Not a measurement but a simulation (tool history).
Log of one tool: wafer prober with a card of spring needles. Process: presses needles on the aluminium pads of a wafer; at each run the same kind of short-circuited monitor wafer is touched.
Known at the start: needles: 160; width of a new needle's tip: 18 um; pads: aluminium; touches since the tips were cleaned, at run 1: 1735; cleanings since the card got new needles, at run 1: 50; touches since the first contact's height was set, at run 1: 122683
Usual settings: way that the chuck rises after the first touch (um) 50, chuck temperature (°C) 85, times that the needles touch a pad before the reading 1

| run | hour | way that the chuck rises after the first touch (um) | chuck temperature (°C) | times that the needles touch a pad before the reading | touches since the tips were cleaned | cleanings since the card got new needles | touches since the first contact's height was set | resistance of one needle with its contact and lead (mohm) | way that a needle slides on the pad (um) |
|---|---|---|---|---|---|---|---|---|---|
| 1 | 0.0 | 50 | 85 | 1 | 1735 | 50 | 122683 | 249 | 6.61 |
|  | 0.8 | tips cleaned on abrasive film |
| 2 | 4.2 | 50 | 85 | 1 | 1441 | 51 | 124431 | 297 | 6.30 |
|  | 6.3 | tips cleaned on abrasive film |
| 3 | 9.3 | 50 | 85 | 1 | 1245 | 52 | 126534 | 244 | 6.19 |
|  | 11.4 | tips cleaned on abrasive film |
| 4 | 14.9 | 50 | 85 | 1 | 1475 | 53 | 128879 | 246 | 6.25 |
|  | 16.4 | tips cleaned on abrasive film |
|  | 21.9 | tips cleaned on abrasive film |
| 5 | 23.8 | 50 | 85 | 1 | 820 | 55 | 132586 | 235 | 6.22 |
|  | 27.2 | tips cleaned on abrasive film |
| 6 | 27.8 | 50 | 85 | 1 | 258 | 56 | 134249 | 219 | 6.07 |
|  | 32.6 | tips cleaned on abrasive film |
| 7 | 36.5 | 50 | 85 | 2 | 1666 | 57 | 137913 | 234 | 6.09 |
|  | 38.2 | tips cleaned on abrasive film |
| 8 | 41.9 | 50 | 85 | 2 | 1563 | 58 | 140162 | 232 | 6.27 |
|  | 43.3 | tips cleaned on abrasive film |
|  | 45.3 | tips cleaned on abrasive film, once more |
| 9 | 47.9 | 50 | 85 | 2 | 1114 | 60 | 142639 | 227 | 6.04 |
|  | 50.9 | tips cleaned on abrasive film |
| 10 | 53.4 | 50 | 85 | 2 | 1042 | 61 | 144910 | 225 | 6.16 |
|  | 55.9 | tips cleaned on abrasive film |
| 11 | 58.4 | 43 | 85 | 1 | 1027 | 62 | 146980 | 264 | 5.31 |
|  | 61.4 | tips cleaned on abrasive film |
| 12 | 64.0 | 43 | 85 | 1 | 1110 | 63 | 149338 | 266 | 5.28 |
|  | 67.0 | tips cleaned on abrasive film |
|  | 72.0 | tips cleaned on abrasive film |
| 13 | 73.6 | 43 | 85 | 3 | 674 | 65 | 153313 | 223 | 5.00 |
|  | 77.0 | tips cleaned on abrasive film |
| 14 | 80.3 | 43 | 85 | 3 | 1400 | 66 | 156129 | 234 | 5.29 |
|  | 82.1 | tips cleaned on abrasive film |
|  | 87.3 | tips cleaned on abrasive film |
| 15 | 89.3 | 43 | 85 | 3 | 841 | 68 | 159873 | 223 | 5.07 |
|  | 92.7 | tips cleaned on abrasive film |
| 16 | 93.2 | 43 | 85 | 2 | 199 | 69 | 161484 | 223 | 5.03 |
|  | 98.0 | tips cleaned on abrasive film |
| 17 | 98.8 | 43 | 85 | 2 | 381 | 70 | 163855 | 226 | 5.26 |
|  | 103.0 | tips cleaned on abrasive film |
| 18 | 103.7 | 43 | 85 | 2 | 320 | 71 | 165890 | 227 | 5.28 |
|  | 108.5 | tips cleaned on abrasive film |
| 19 | 112.6 | 52 | 90 | 1 | 1778 | 72 | 169636 | 262 | 6.41 |
|  | 113.8 | tips cleaned on abrasive film |
|  | 118.9 | tips cleaned on abrasive film |
| 20 | 120.6 | 60 | 110 | 1 | 760 | 74 | 172952 | 228 | 7.40 |
|  | 123.8 | tips cleaned on abrasive film |
| 21 | 128.0 | 60 | 110 | 1 | 1764 | 75 | 176021 | 246 | 7.67 |
|  | 129.3 | tips cleaned on abrasive film |
|  | 134.5 | tips cleaned on abrasive film |
| 22 | 135.7 | 41 | 37 | 1 | 523 | 77 | 179216 | 242 | 4.74 |
|  | 139.5 | tips cleaned on abrasive film |
| 23 | 141.6 | 60 | 44 | 3 | 888 | 78 | 181689 | 204 | 7.30 |
|  | 144.4 | tips cleaned on abrasive film |
|  | 150.0 | tips cleaned on abrasive film |
| 24 | 150.7 | 60 | 44 | 3 | 307 | 80 | 185489 | 198 | 7.45 |
|  | 155.2 | tips cleaned on abrasive film |
| 25 | 155.2 | 60 | 44 | 3 | 0 | 81 | 187335 | 196 | 7.26 |
| 26 | 159.6 | 60 | 85 | 1 | 1884 | 81 | 189219 | 238 | 7.45 |
|  | 160.5 | tips cleaned on abrasive film |
|  | 166.2 | tips cleaned on abrasive film |
| 27 | 169.1 | 60 | 85 | 1 | 1221 | 83 | 193155 | 232 | 7.32 |
|  | 171.4 | tips cleaned on abrasive film |
|  | 176.5 | tips cleaned on abrasive film |
| 28 | 178.5 | 47 | 85 | 1 | 847 | 85 | 197065 | 250 | 5.61 |
|  | 182.2 | tips cleaned on abrasive film |
| 29 | 185.0 | 30 | 26 | 1 | 1194 | 86 | 199816 | 362 | 3.23 |
|  | 187.6 | tips cleaned on abrasive film |
|  | 192.7 | tips cleaned on abrasive film |
| 30 | 193.7 | 42 | 80 | 2 | 406 | 88 | 203395 | 233 | 4.70 |
|  | 198.0 | tips cleaned on abrasive film |
| 31 | 202.2 | 35 | 39 | 1 | 1773 | 89 | 206972 | 346 | 3.79 |
|  | 203.2 | tips cleaned on abrasive film |
|  | 208.6 | tips cleaned on abrasive film |
| 32 | 209.7 | 46 | 77 | 1 | 454 | 91 | 210081 | 240 | 5.30 |

Hidden state at the last listed run before each entry between runs and at the first one after, where it differs:
Between runs 1 and 2: tips cleaned on abrasive film (hour 0.8)
  debris on the tips, nm: 42.8 -> 80.7; way that the needles fall short of the set height, um: 3.56 -> 5.37; tips' diameter, um: 19.25 -> 19.93
  measured less the result without the state, resistance of one needle with its contact and lead (mohm): +44 -> +93; way that a needle slides on the pad (um): -0.50 -> -0.75
Between runs 2 and 3: tips cleaned on abrasive film (hour 6.3)
  debris on the tips, nm: 80.7 -> 36.5; way that the needles fall short of the set height, um: 5.37 -> 5.45; tips' diameter, um: 19.93 -> 19.96
  measured less the result without the state, resistance of one needle with its contact and lead (mohm): +93 -> +44; way that a needle slides on the pad (um): -0.75 -> -0.77
Between runs 3 and 4: tips cleaned on abrasive film (hour 11.4)
  debris on the tips, nm: 36.5 -> 37.1; way that the needles fall short of the set height, um: 5.45 -> 5.5; tips' diameter, um: 19.96 -> 19.98
  measured less the result without the state, resistance of one needle with its contact and lead (mohm): +44 -> +44; way that a needle slides on the pad (um): -0.77 -> -0.76
Between runs 4 and 5: tips cleaned on abrasive film (hour 16.4); tips cleaned on abrasive film (hour 21.9)
  debris on the tips, nm: 37.1 -> 23; way that the needles fall short of the set height, um: 5.5 -> 5.65; tips' diameter, um: 19.98 -> 20.03
  measured less the result without the state, resistance of one needle with its contact and lead (mohm): +44 -> +30; way that a needle slides on the pad (um): -0.76 -> -0.81
Between runs 5 and 6: tips cleaned on abrasive film (hour 27.2)
  debris on the tips, nm: 23 -> 9.8; way that the needles fall short of the set height, um: 5.65 -> 5.72; tips' diameter, um: 20.03 -> 20.06
  measured less the result without the state, resistance of one needle with its contact and lead (mohm): +30 -> +15; way that a needle slides on the pad (um): -0.81 -> -0.81
Between runs 6 and 7: tips cleaned on abrasive film (hour 32.6)
  debris on the tips, nm: 9.8 -> 43; way that the needles fall short of the set height, um: 5.72 -> 5.8; tips' diameter, um: 20.06 -> 20.08
  measured less the result without the state, resistance of one needle with its contact and lead (mohm): +15 -> +33; way that a needle slides on the pad (um): -0.81 -> -0.81
Between runs 7 and 8: tips cleaned on abrasive film (hour 38.2)
  debris on the tips, nm: 43 -> 40.2; way that the needles fall short of the set height, um: 5.8 -> 5.86; tips' diameter, um: 20.08 -> 20.1
  measured less the result without the state, resistance of one needle with its contact and lead (mohm): +33 -> +31; way that a needle slides on the pad (um): -0.81 -> -0.83
Between runs 8 and 9: tips cleaned on abrasive film (hour 43.3); tips cleaned on abrasive film, once more (hour 45.3)
  debris on the tips, nm: 40.2 -> 29.3; way that the needles fall short of the set height, um: 5.86 -> 6; tips' diameter, um: 20.1 -> 20.16
  measured less the result without the state, resistance of one needle with its contact and lead (mohm): +31 -> +24; way that a needle slides on the pad (um): -0.83 -> -0.84
Between runs 9 and 10: tips cleaned on abrasive film (hour 50.9)
  debris on the tips, nm: 29.3 -> 28.5; way that the needles fall short of the set height, um: 6 -> 6.06; tips' diameter, um: 20.16 -> 20.18
  measured less the result without the state, resistance of one needle with its contact and lead (mohm): +24 -> +24; way that a needle slides on the pad (um): -0.84 -> -0.85
Between runs 10 and 11: tips cleaned on abrasive film (hour 55.9)
  debris on the tips, nm: 28.5 -> 31.4; way that the needles fall short of the set height, um: 6.06 -> 6.12; tips' diameter, um: 20.18 -> 20.2
  measured less the result without the state, resistance of one needle with its contact and lead (mohm): +24 -> +55; way that a needle slides on the pad (um): -0.85 -> -0.86
Between runs 11 and 12: tips cleaned on abrasive film (hour 61.4)
  debris on the tips, nm: 31.4 -> 31.1; way that the needles fall short of the set height, um: 6.12 -> 6.2; tips' diameter, um: 20.2 -> 20.23
  measured less the result without the state, resistance of one needle with its contact and lead (mohm): +55 -> +57; way that a needle slides on the pad (um): -0.86 -> -0.87
Between runs 12 and 13: tips cleaned on abrasive film (hour 67.0); tips cleaned on abrasive film (hour 72.0)
  debris on the tips, nm: 31.1 -> 18.9; way that the needles fall short of the set height, um: 6.2 -> 6.33; tips' diameter, um: 20.23 -> 20.27
  measured less the result without the state, resistance of one needle with its contact and lead (mohm): +57 -> +17; way that a needle slides on the pad (um): -0.87 -> -0.89
Between runs 13 and 14: tips cleaned on abrasive film (hour 77.0)
  debris on the tips, nm: 18.9 -> 37.1; way that the needles fall short of the set height, um: 6.33 -> 6.41; tips' diameter, um: 20.27 -> 20.3
  measured less the result without the state, resistance of one needle with its contact and lead (mohm): +17 -> +28; way that a needle slides on the pad (um): -0.89 -> -0.92
Between runs 14 and 15: tips cleaned on abrasive film (hour 82.1); tips cleaned on abrasive film (hour 87.3)
  debris on the tips, nm: 37.1 -> 23.7; way that the needles fall short of the set height, um: 6.41 -> 6.54; tips' diameter, um: 20.3 -> 20.34
  measured less the result without the state, resistance of one needle with its contact and lead (mohm): +28 -> +20; way that a needle slides on the pad (um): -0.92 -> -0.91
Between runs 15 and 16: tips cleaned on abrasive film (hour 92.7)
  debris on the tips, nm: 23.7 -> 11.2; way that the needles fall short of the set height, um: 6.54 -> 6.62; tips' diameter, um: 20.34 -> 20.37
  measured less the result without the state, resistance of one needle with its contact and lead (mohm): +20 -> +17; way that a needle slides on the pad (um): -0.91 -> -0.93
Between runs 16 and 17: tips cleaned on abrasive film (hour 98.0)
  debris on the tips, nm: 11.2 -> 14.5; way that the needles fall short of the set height, um: 6.62 -> 6.7; tips' diameter, um: 20.37 -> 20.4
  measured less the result without the state, resistance of one needle with its contact and lead (mohm): +17 -> +21; way that a needle slides on the pad (um): -0.93 -> -0.96
Between runs 17 and 18: tips cleaned on abrasive film (hour 103.0)
  debris on the tips, nm: 14.5 -> 12.1; way that the needles fall short of the set height, um: 6.7 -> 6.78; tips' diameter, um: 20.4 -> 20.43
  measured less the result without the state, resistance of one needle with its contact and lead (mohm): +21 -> +19; way that a needle slides on the pad (um): -0.96 -> -0.97
Between runs 18 and 19: tips cleaned on abrasive film (hour 108.5)
  debris on the tips, nm: 12.1 -> 46.9; way that the needles fall short of the set height, um: 6.78 -> 6.86; tips' diameter, um: 20.43 -> 20.46
  measured less the result without the state, resistance of one needle with its contact and lead (mohm): +19 -> +57; way that a needle slides on the pad (um): -0.97 -> -0.97
Between runs 19 and 20: tips cleaned on abrasive film (hour 113.8); tips cleaned on abrasive film (hour 118.9)
  debris on the tips, nm: 46.9 -> 23.5; way that the needles fall short of the set height, um: 6.86 -> 7.01; tips' diameter, um: 20.46 -> 20.51
  measured less the result without the state, resistance of one needle with its contact and lead (mohm): +57 -> +23; way that a needle slides on the pad (um): -0.97 -> -0.99
Between runs 20 and 21: tips cleaned on abrasive film (hour 123.8)
  debris on the tips, nm: 23.5 -> 45.8; way that the needles fall short of the set height, um: 7.01 -> 7.07; tips' diameter, um: 20.51 -> 20.53
  measured less the result without the state, resistance of one needle with its contact and lead (mohm): +23 -> +41; way that a needle slides on the pad (um): -0.99 -> -1.00
Between runs 21 and 22: tips cleaned on abrasive film (hour 129.3); tips cleaned on abrasive film (hour 134.5)
  debris on the tips, nm: 45.8 -> 18.1; way that the needles fall short of the set height, um: 7.07 -> 7.2; tips' diameter, um: 20.53 -> 20.58
  measured less the result without the state, resistance of one needle with its contact and lead (mohm): +41 -> +45; way that a needle slides on the pad (um): -1.00 -> -1.02
Between runs 22 and 23: tips cleaned on abrasive film (hour 139.5)
  debris on the tips, nm: 18.1 -> 24.4; way that the needles fall short of the set height, um: 7.2 -> 7.27; tips' diameter, um: 20.58 -> 20.6
  measured less the result without the state, resistance of one needle with its contact and lead (mohm): +45 -> +12; way that a needle slides on the pad (um): -1.02 -> -1.01
Between runs 23 and 24: tips cleaned on abrasive film (hour 144.4); tips cleaned on abrasive film (hour 150.0)
  debris on the tips, nm: 24.4 -> 10.3; way that the needles fall short of the set height, um: 7.27 -> 7.42; tips' diameter, um: 20.6 -> 20.65
  measured less the result without the state, resistance of one needle with its contact and lead (mohm): +12 -> +7; way that a needle slides on the pad (um): -1.01 -> -1.05
Between runs 24 and 25: tips cleaned on abrasive film (hour 155.2)
  debris on the tips, nm: 10.3 -> 3.2; way that the needles fall short of the set height, um: 7.42 -> 7.49; tips' diameter, um: 20.65 -> 20.68
  measured less the result without the state, resistance of one needle with its contact and lead (mohm): +7 -> +5; way that a needle slides on the pad (um): -1.05 -> -1.06
Between runs 26 and 27: tips cleaned on abrasive film (hour 160.5); tips cleaned on abrasive film (hour 166.2)
  debris on the tips, nm: 42.2 -> 33.4; way that the needles fall short of the set height, um: 7.49 -> 7.64; tips' diameter, um: 20.68 -> 20.73
  measured less the result without the state, resistance of one needle with its contact and lead (mohm): +41 -> +33; way that a needle slides on the pad (um): -1.06 -> -1.06
Between runs 27 and 28: tips cleaned on abrasive film (hour 171.4); tips cleaned on abrasive film (hour 176.5)
  debris on the tips, nm: 33.4 -> 25.6; way that the needles fall short of the set height, um: 7.64 -> 7.78; tips' diameter, um: 20.73 -> 20.78
  measured less the result without the state, resistance of one needle with its contact and lead (mohm): +33 -> +45; way that a needle slides on the pad (um): -1.06 -> -1.11
Between runs 28 and 29: tips cleaned on abrasive film (hour 182.2)
  debris on the tips, nm: 25.6 -> 31.7; way that the needles fall short of the set height, um: 7.78 -> 7.86; tips' diameter, um: 20.78 -> 20.81
  measured less the result without the state, resistance of one needle with its contact and lead (mohm): +45 -> +163; way that a needle slides on the pad (um): -1.11 -> -1.12
Between runs 29 and 30: tips cleaned on abrasive film (hour 187.6); tips cleaned on abrasive film (hour 192.7)
  debris on the tips, nm: 31.7 -> 13.2; way that the needles fall short of the set height, um: 7.86 -> 8.01; tips' diameter, um: 20.81 -> 20.86
  measured less the result without the state, resistance of one needle with its contact and lead (mohm): +163 -> +25; way that a needle slides on the pad (um): -1.12 -> -1.12
Between runs 30 and 31: tips cleaned on abrasive film (hour 198.0)
  debris on the tips, nm: 13.2 -> 44.6; way that the needles fall short of the set height, um: 8.01 -> 8.08; tips' diameter, um: 20.86 -> 20.88
  measured less the result without the state, resistance of one needle with its contact and lead (mohm): +25 -> +152; way that a needle slides on the pad (um): -1.12 -> -1.13
Between runs 31 and 32: tips cleaned on abrasive film (hour 203.2); tips cleaned on abrasive film (hour 208.6)
  debris on the tips, nm: 44.6 -> 17.8; way that the needles fall short of the set height, um: 8.08 -> 8.21; tips' diameter, um: 20.88 -> 20.93
  measured less the result without the state, resistance of one needle with its contact and lead (mohm): +152 -> +37; way that a needle slides on the pad (um): -1.13 -> -1.17
